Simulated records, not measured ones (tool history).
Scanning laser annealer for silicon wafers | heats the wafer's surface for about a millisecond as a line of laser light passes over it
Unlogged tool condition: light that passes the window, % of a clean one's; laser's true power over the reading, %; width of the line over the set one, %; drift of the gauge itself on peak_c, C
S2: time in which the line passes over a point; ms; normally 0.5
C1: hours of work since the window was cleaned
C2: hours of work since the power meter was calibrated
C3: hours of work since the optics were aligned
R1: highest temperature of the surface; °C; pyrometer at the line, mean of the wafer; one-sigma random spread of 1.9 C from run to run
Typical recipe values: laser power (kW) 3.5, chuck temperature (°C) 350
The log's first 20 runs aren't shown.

run 21 hour=148.3 | laser_power_(kW)=3.5 S2=0.5 chuck_temperature_(°C)=350 | C1=819 C2=217 C3=1039 | R1=1068
-- hour=157.1 window over the wafer cleaned
run 22 hour=157.1 | laser_power_(kW)=3.75 S2=0.375 chuck_temperature_(°C)=387 | C1=0 C2=220 C3=1041 | R1=1105
run 23 hour=165.8 | laser_power_(kW)=3.75 S2=0.375 chuck_temperature_(°C)=387 | C1=3 C2=223 C3=1045 | R1=1100
run 24 hour=173.3 | laser_power_(kW)=3.28 S2=0.519 chuck_temperature_(°C)=327 | C1=6 C2=226 C3=1048 | R1=1041
run 25 hour=181.3 | laser_power_(kW)=3.5 S2=0.371 chuck_temperature_(°C)=350 | C1=10 C2=229 C3=1051 | R1=999
run 26 hour=189.1 | laser_power_(kW)=3.385 S2=0.449 chuck_temperature_(°C)=350 | C1=13 C2=233 C3=1054 | R1=1039
run 27 hour=194.5 | laser_power_(kW)=3.475 S2=0.5 chuck_temperature_(°C)=328 | C1=15 C2=235 C3=1056 | R1=1080
run 28 hour=201.7 | laser_power_(kW)=3.475 S2=0.516 chuck_temperature_(°C)=328 | C1=18 C2=238 C3=1059 | R1=1092
run 29 hour=208.4 | laser_power_(kW)=3.521 S2=0.406 chuck_temperature_(°C)=334 | C1=21 C2=240 C3=1062 | R1=1021
run 30 hour=213.6 | laser_power_(kW)=3.521 S2=0.406 chuck_temperature_(°C)=334 | C1=23 C2=242 C3=1064 | R1=1018
run 31 hour=222.1 | laser_power_(kW)=3.521 S2=0.406 chuck_temperature_(°C)=334 | C1=26 C2=246 C3=1067 | R1=1022
run 32 hour=230 | laser_power_(kW)=3.473 S2=0.5 chuck_temperature_(°C)=351 | C1=29 C2=249 C3=1071 | R1=1106
run 33 hour=238.9 | laser_power_(kW)=3.381 S2=0.574 chuck_temperature_(°C)=351 | C1=33 C2=252 C3=1074 | R1=1130
run 34 hour=244.2 | laser_power_(kW)=3.687 S2=0.42 chuck_temperature_(°C)=321 | C1=35 C2=255 C3=1076 | R1=1060
run 35 hour=252.7 | laser_power_(kW)=3.687 S2=0.42 chuck_temperature_(°C)=321 | C1=38 C2=258 C3=1080 | R1=1060
run 36 hour=261.3 | laser_power_(kW)=3.67 S2=0.504 chuck_temperature_(°C)=369 | C1=42 C2=261 C3=1083 | R1=1182
run 37 hour=266.2 | laser_power_(kW)=2.99 S2=0.5 chuck_temperature_(°C)=341 | C1=44 C2=263 C3=1085 | R1=959
run 38 hour=273.7 | laser_power_(kW)=3.022 S2=0.372 chuck_temperature_(°C)=350 | C1=47 C2=266 C3=1088 | R1=887
run 39 hour=280.7 | laser_power_(kW)=3.017 S2=0.42 chuck_temperature_(°C)=376 | C1=49 C2=269 C3=1091 | R1=945
run 40 hour=289.8 | laser_power_(kW)=3.017 S2=0.42 chuck_temperature_(°C)=376 | C1=53 C2=273 C3=1095 | R1=944
run 41 hour=297.7 | laser_power_(kW)=3.017 S2=0.42 chuck_temperature_(°C)=376 | C1=56 C2=276 C3=1098 | R1=944
run 42 hour=302 | laser_power_(kW)=3.5 S2=0.492 chuck_temperature_(°C)=327 | C1=58 C2=278 C3=1099 | R1=1081

Predict each of these 3 candidate next runs independently; none follows another, all start after run 42:
run A hour=306.8 | laser_power_(kW)=3.238 S2=0.492 chuck_temperature_(°C)=321 | C1=60 C2=280 C3=1101 | R1=?
run B hour=306.8 | laser_power_(kW)=3.5 S2=0.459 chuck_temperature_(°C)=327 | C1=60 C2=280 C3=1101 | R1=?
run C hour=306.8 | laser_power_(kW)=3.5 S2=0.466 chuck_temperature_(°C)=330 | C1=60 C2=280 C3=1101 | R1=?

run=A R1=1001
run=B R1=1051
run=C R1=1060
With the hidden condition removed and each run's random variation left untouched, the same runs would have given:
run=A R1=1028
run=B R1=1080
run=C R1=1089
